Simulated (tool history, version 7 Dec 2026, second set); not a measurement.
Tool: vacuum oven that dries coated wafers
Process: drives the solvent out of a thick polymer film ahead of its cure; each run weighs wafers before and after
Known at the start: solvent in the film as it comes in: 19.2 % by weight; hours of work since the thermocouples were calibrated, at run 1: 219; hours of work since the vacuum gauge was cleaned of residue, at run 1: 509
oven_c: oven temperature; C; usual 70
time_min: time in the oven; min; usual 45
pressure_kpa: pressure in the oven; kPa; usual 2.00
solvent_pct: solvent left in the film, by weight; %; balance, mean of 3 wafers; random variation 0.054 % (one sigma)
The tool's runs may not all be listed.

run	hour	oven_c	time_min	pressure_kpa	hours of work since the thermocouples were calibrated	hours of work since the vacuum gauge was cleaned of residue	solvent_pct
1	0.0	70	45	2.00	219	509	2.09
2	40.5	70	45	2.00	247	537	2.11
3	64.5	70	45	4.13	263	554	3.45
4	85.0	70	37	2.00	277	568	2.63
5	108.5	70	45	2.00	294	585	2.03
# hour 114.7: oven's thermocouples calibrated
6	142.1	70	45	2.00	19	606	2.03
7	162.5	80	27	2.09	33	621	1.28
8	193.1	70	34	2.00	54	642	2.65
9	226.0	70	34	2.00	77	665	2.58
10	249.9	64	50	2.00	94	681	3.38
11	290.5	82	30	2.00	122	709	1.08
12	321.0	82	30	2.00	143	730	0.95

5 ways to go on from here, each from the tool as it stands after run 12. What would each give?
# hour 335.3: oven's thermocouples calibrated, once more
A	345.1	70	45	1.48	7	746	?
# hour 335.3: oven's thermocouples calibrated, once more
B	345.1	78	30	2.00	7	746	?
# hour 335.3: oven's thermocouples calibrated, once more
C	345.1	62	30	5.19	7	746	?
# hour 335.3: oven's thermocouples calibrated, once more
D	345.1	82	31	7.11	7	746	?
# hour 335.3: oven's thermocouples calibrated, once more
E	345.1	60	50	2.00	7	746	?

run	solvent_pct
A	1.85
B	1.39
C	9.20
D	3.33
E	5.43
Without the tool's hidden state the same runs would have given:
run	solvent_pct
A	1.80
B	1.36
C	9.23
D	3.31
E	5.42
